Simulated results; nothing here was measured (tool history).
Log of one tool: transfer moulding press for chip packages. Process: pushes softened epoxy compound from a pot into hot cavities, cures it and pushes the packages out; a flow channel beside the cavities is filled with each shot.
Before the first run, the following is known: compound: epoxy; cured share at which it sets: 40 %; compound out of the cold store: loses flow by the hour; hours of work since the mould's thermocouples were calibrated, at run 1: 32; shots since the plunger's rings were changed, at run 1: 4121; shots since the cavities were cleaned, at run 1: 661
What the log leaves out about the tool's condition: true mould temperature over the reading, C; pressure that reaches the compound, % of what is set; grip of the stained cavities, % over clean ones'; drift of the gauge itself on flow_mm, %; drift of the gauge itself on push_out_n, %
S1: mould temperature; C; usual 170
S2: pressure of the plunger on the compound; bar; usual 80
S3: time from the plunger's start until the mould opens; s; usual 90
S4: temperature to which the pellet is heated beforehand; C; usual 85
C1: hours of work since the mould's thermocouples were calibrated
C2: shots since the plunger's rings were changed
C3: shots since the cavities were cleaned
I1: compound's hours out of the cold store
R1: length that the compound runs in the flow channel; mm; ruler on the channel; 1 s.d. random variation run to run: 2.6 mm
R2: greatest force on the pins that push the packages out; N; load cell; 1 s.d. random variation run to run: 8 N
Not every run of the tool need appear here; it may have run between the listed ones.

run   hour   S1    S2   S3  S4   C1    C2    C3    I1   R1   R2
  1      0  170    80   90  85   32  4121   661  22.8  841  501
  2    8.1  170    80   90  85   36  4220   760  46.7  806  504
  3   13.7  170    80   90  85   40  4288   828  37.4  817  510
  4   23.7  170    80   90  85   45  4411   951  29.1  831  541
  5   31.8  170    80   90  85   50  4510  1050  39.2  814  539
      34.5  -- cavities cleaned with cleaning compound and waxed
  6   43.2  170    80   90  85   56  4632   107    15  850  378
  7   49.5  170    80   90  81   60  4709   184  40.4  811  394
  8   61.1  170    80   90  81   66  4851   326  30.7  820  422
  9   70.3  170    80   90  81   72  4964   439  43.6  802  466
 10   80.6  170    80   90  81   78  5090   565  32.5  820  473
 11   91.5  170    80   90  81   84  5223   698  43.6  799  481
 12  101.5  170    80   90  81   90  5346   821  22.9  833  517
 13  108.6  170    80   90  81   94  5433   908  16.3  844  528
 14  117.9  170    80   90  81  100  5547  1022  38.8  806  535
     120.7  -- mould's thermocouples calibrated
     125.2  -- cavities cleaned with cleaning compound and waxed
 15  132.5  170    62   90  81    6  5683    90  42.4  704  371
 16  138.4  166  85.6   90  81    9  5755   162  37.7  844  543
 17  147.2  176  65.8  104  89   15  5863   270  27.2  727  302
 18  160.6  176  65.8  104  89   22  6027   434     9  754  353
 19  170.2  170  69.9  104  92   28  6145   552  44.8  740  394
 20  178.8  170    63  106  91   33  6249   656     9  751  405
     187.1  -- mould's thermocouples calibrated, once more
 21  192.1  170    80  105  85    3  6388   795  37.7  800  401
 22  204.3  173  81.1   90  85   10  6537   944  17.3  829  459
     207.6  -- plunger's sealing rings changed
 23  215.1  173  81.1   90  85   15    92  1047  18.4  873  448
     218.7  -- cavities cleaned with cleaning compound and waxed
 24    230  177  74.2   90  85   23   255   138    39  788  286
 25  240.1  175  74.2   72  85   29   379   262    20  824  476
 26  250.6  175  74.2   72  85   35   508   391  47.3  780  500
 27  263.2  171    80   90  80   42   662   545  19.5  868  444
 28  275.3  171    80   90  80   49   810   693  22.6  863  489
 29  287.7  171  88.1   91  80   56   961   844  20.6  905  483

Forecast each of these 4 alternatives for the next run:
  A  300.2  178  93.3   75  80  64  1115  998  11.5   ?   ?
  B  300.2  170    80  117  85  64  1115  998   9.8   ?   ?
  C  300.2  172  88.1  113  80  64  1115  998  22.2   ?   ?
  D  300.2  174    80   90  82  64  1115  998  11.1   ?   ?

run   R1   R2
  A  927  489
  B  888  386
  C  896  391
  D  866  429
Stripped of hidden state, with their random variation kept, the same runs would have yielded:
run   R1   R2
  A  939  314
  B  899  244
  C  907  249
  D  877  273

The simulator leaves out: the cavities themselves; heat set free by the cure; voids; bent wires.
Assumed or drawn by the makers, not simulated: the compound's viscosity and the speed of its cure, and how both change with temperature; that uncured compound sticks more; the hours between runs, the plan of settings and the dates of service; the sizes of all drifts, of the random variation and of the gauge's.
